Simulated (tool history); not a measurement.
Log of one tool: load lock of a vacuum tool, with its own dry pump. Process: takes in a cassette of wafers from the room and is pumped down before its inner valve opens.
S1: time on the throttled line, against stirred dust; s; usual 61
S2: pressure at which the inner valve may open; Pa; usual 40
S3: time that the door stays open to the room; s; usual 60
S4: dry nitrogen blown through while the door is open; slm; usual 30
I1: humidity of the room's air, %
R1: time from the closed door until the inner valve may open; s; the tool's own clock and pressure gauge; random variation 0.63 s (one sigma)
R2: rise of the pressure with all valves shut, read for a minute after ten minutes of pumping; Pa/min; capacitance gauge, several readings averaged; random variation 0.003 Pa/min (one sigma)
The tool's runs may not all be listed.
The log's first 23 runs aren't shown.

run      day   S1  S2   S3  S4    I1     R1     R2
 24   94.446   42  40   60  10  44.6   77.0  0.041
 25   97.888   42  40   60  10  51.3   77.9  0.049
 26  100.996   61  40  159  30  47.7   92.5  0.052
 27  106.242   95  40  159  29  45.2  121.4  0.049
 28  110.383  102  71  128  23  45.8  123.5  0.050
 29  115.646   39  63  129  13  46.0   71.6  0.057
 30  119.275   61  40   88  30  42.1   92.1  0.037
 31  124.412   61  40   60   7  45.7   92.5  0.046
 32  128.579   45  69  150  32  45.9   77.3  0.045
 33  131.429   61  40   43  30  41.8   92.1  0.021
 34  133.904   61  40   43  30  47.1   92.7  0.026
 35  138.583   61  40   43  30  42.0   92.8  0.023
 36  144.200   59  46   51  44  46.6   90.7  0.019

Forecast each of these 4 alternatives for the next run:
  A  147.383   61  40   27  30  43.9   ?   ?
  B  147.383  106  40   60  30  44.1   ?   ?
  C  147.383   61  34  234  33  45.3   ?   ?
  D  147.383   71  75   60  43  48.6   ?   ?

run     R1     R2
  A   91.8  0.015
  B  129.5  0.027
  C   94.4  0.052
  D   97.7  0.032
Without the tool's hidden state the same runs would have given:
run     R1     R2
  A   91.8  0.015
  B  129.5  0.027
  C   94.4  0.052
  D   97.7  0.032
